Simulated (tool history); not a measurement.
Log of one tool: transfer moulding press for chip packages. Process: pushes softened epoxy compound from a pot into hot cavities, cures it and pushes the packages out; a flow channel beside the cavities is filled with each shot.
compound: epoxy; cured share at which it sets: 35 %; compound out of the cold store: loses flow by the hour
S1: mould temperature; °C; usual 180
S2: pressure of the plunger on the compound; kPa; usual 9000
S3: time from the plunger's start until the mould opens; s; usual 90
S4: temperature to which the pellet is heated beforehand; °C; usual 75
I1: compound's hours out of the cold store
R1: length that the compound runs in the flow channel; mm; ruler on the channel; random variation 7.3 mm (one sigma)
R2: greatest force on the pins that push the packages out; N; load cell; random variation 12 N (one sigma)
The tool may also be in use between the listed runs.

{"run": 1, "hour": 0.0, "S1": 180, "S2": 9000, "S3": 90, "S4": 75, "I1": 18.3, "R1": 888, "R2": 689}
{"hour": 45.7, "done": "cavities cleaned with cleaning compound and waxed"}
{"run": 2, "hour": 65.4, "S1": 180, "S2": 9000, "S3": 90, "S4": 75, "I1": 33.2, "R1": 851, "R2": 872}
{"run": 3, "hour": 101.5, "S1": 180, "S2": 9000, "S3": 90, "S4": 75, "I1": 21.1, "R1": 863, "R2": 848}
{"hour": 128.3, "done": "cavities cleaned with cleaning compound and waxed"}
{"run": 4, "hour": 177.8, "S1": 180, "S2": 9000, "S3": 90, "S4": 75, "I1": 28.6, "R1": 837, "R2": 724}
{"hour": 210.3, "done": "cavities cleaned with cleaning compound and waxed"}
{"run": 5, "hour": 251.1, "S1": 180, "S2": 9000, "S3": 90, "S4": 75, "I1": 44.8, "R1": 796, "R2": 650}
{"hour": 294.0, "done": "cavities cleaned with cleaning compound and waxed"}
{"run": 6, "hour": 298.5, "S1": 180, "S2": 8680, "S3": 90, "S4": 75, "I1": 8.1, "R1": 860, "R2": 579}
{"run": 7, "hour": 360.7, "S1": 180, "S2": 8680, "S3": 90, "S4": 75, "I1": 27.4, "R1": 799, "R2": 708}
{"hour": 374.6, "done": "cavities cleaned with cleaning compound and waxed"}
{"hour": 388.1, "done": "mould's thermocouples calibrated"}
{"run": 8, "hour": 424.3, "S1": 180, "S2": 8680, "S3": 90, "S4": 75, "I1": 18.1, "R1": 828, "R2": 768}
{"hour": 454.0, "done": "plunger's sealing rings changed"}
{"hour": 461.3, "done": "cavities cleaned with cleaning compound and waxed"}
{"run": 9, "hour": 477.1, "S1": 180, "S2": 8680, "S3": 90, "S4": 75, "I1": 41.0, "R1": 824, "R2": 637}
{"hour": 504.7, "done": "cavities cleaned with cleaning compound and waxed, once more"}
{"run": 10, "hour": 543.4, "S1": 180, "S2": 8680, "S3": 90, "S4": 66, "I1": 26.2, "R1": 844, "R2": 738}
{"hour": 589.8, "done": "cavities cleaned with cleaning compound and waxed"}
{"run": 11, "hour": 605.3, "S1": 180, "S2": 8680, "S3": 90, "S4": 66, "I1": 11.9, "R1": 870, "R2": 657}
{"run": 12, "hour": 653.7, "S1": 180, "S2": 8680, "S3": 90, "S4": 66, "I1": 17.9, "R1": 852, "R2": 777}
{"hour": 674.3, "done": "cavities cleaned with cleaning compound and waxed"}
{"run": 13, "hour": 733.8, "S1": 180, "S2": 8680, "S3": 90, "S4": 66, "I1": 15.5, "R1": 842, "R2": 780}
{"hour": 758.4, "done": "cavities cleaned with cleaning compound and waxed"}
{"run": 14, "hour": 808.0, "S1": 180, "S2": 8680, "S3": 90, "S4": 66, "I1": 16.1, "R1": 843, "R2": 791}
{"hour": 840.6, "done": "cavities cleaned with cleaning compound and waxed"}
{"run": 15, "hour": 876.0, "S1": 177, "S2": 9000, "S3": 90, "S4": 66, "I1": 29.1, "R1": 838, "R2": 853}
{"hour": 922.8, "done": "cavities cleaned with cleaning compound and waxed"}
{"run": 16, "hour": 925.8, "S1": 180, "S2": 7560, "S3": 81, "S4": 75, "I1": 32.4, "R1": 731, "R2": 706}
{"hour": 938.3, "done": "plunger's sealing rings changed"}
{"run": 17, "hour": 975.6, "S1": 188, "S2": 7620, "S3": 90, "S4": 85, "I1": 10.7, "R1": 800, "R2": 589}
{"hour": 1007.8, "done": "cavities cleaned with cleaning compound and waxed"}
{"run": 18, "hour": 1013.2, "S1": 179, "S2": 9880, "S3": 111, "S4": 77, "I1": 45.6, "R1": 857, "R2": 471}
{"hour": 1089.5, "done": "cavities cleaned with cleaning compound and waxed"}
{"run": 19, "hour": 1089.5, "S1": 179, "S2": 9880, "S3": 81, "S4": 77, "I1": 18.4, "R1": 918, "R2": 713}
{"run": 20, "hour": 1144.5, "S1": 186, "S2": 10630, "S3": 125, "S4": 72, "I1": 27.8, "R1": 891, "R2": 578}
{"hour": 1173.2, "done": "cavities cleaned with cleaning compound and waxed"}
{"run": 21, "hour": 1216.9, "S1": 173, "S2": 10120, "S3": 89, "S4": 82, "I1": 45.4, "R1": 881, "R2": 1058}

Run 22 comes next. What will it give?
{"hour": 1259.4, "done": "cavities cleaned with cleaning compound and waxed"}
{"run": 22, "hour": 1283.1, "S1": 173, "S2": 10120, "S3": 89, "S4": 82, "I1": 12.3, "R1": "?", "R2": "?"}

R1: 947 mm
R2: 1039 N
Without the tool's hidden state the same run would have given R1 997 mm, R2 963 N.
